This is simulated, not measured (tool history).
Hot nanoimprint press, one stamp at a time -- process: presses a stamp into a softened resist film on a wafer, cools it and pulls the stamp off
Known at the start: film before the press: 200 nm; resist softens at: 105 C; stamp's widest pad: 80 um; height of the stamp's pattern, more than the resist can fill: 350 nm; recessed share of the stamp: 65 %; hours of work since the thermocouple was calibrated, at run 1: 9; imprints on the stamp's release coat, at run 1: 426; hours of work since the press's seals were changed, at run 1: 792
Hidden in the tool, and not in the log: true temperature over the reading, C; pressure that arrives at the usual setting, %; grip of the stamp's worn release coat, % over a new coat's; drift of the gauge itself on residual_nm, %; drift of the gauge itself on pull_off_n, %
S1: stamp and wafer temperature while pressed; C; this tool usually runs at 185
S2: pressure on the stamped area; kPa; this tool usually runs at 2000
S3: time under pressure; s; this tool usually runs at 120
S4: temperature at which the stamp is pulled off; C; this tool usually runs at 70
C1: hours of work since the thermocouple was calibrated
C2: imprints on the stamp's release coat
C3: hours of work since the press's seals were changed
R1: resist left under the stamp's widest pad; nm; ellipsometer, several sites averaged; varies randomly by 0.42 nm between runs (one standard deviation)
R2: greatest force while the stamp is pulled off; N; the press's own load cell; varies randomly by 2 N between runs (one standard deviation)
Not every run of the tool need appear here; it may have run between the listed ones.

run   hour   S1    S2   S3  S4  C1   C2   C3     R1   R2
  1    0.0  185  2000  120  70   9  426  792   88.3  213
  2   24.2  185  2000  120  70  20  486  804   88.5  213
      44.8  -- stamp cleaned and given a new release coat
  3   52.8  185  2000  120  70  31   20  815   88.1  197
  4   94.9  185  2000   66  70  52  124  836  111.2  202
  5  131.3  195  2000   66  70  70  214  853   79.7  203
     136.4  -- plate thermocouple calibrated
  6  167.9  185  2000  120  70  15  298  870   88.9  210
  7  203.8  190  2000  120  58  33  387  887   74.4  252
  8  243.4  190  2000  120  58  52  485  906   74.4  255
     264.6  -- stamp cleaned and given a new release coat
  9  280.6  192  2000  194  58  67   40  922   56.3  237
     301.3  -- plate thermocouple calibrated, once more
 10  314.6  186  2000  112  70   6  117  937   88.5  200
 11  344.8  185  2000  105  70  21  191  951   93.8  205
 12  369.3  185  2000  105  70  33  252  963   94.4  211

What if the next run were any one of these 4? Each begins from the tool's condition after run 12:
  A  396.8  195  2010  105  65  46  320  977   ?   ?
  B  396.8  196  2000  120  63  46  320  977   ?   ?
  C  396.8  190  2000  137  67  46  320  977   ?   ?
  D  396.8  187  2650   75  70  46  320  977   ?   ?

run    R1   R2
  A  65.4  229
  B  59.4  234
  C  70.7  218
  D  90.6  208
With no hidden state in the tool, these same runs would have given:
run    R1   R2
  A  63.2  214
  B  57.3  219
  C  68.3  203
  D  87.2  194
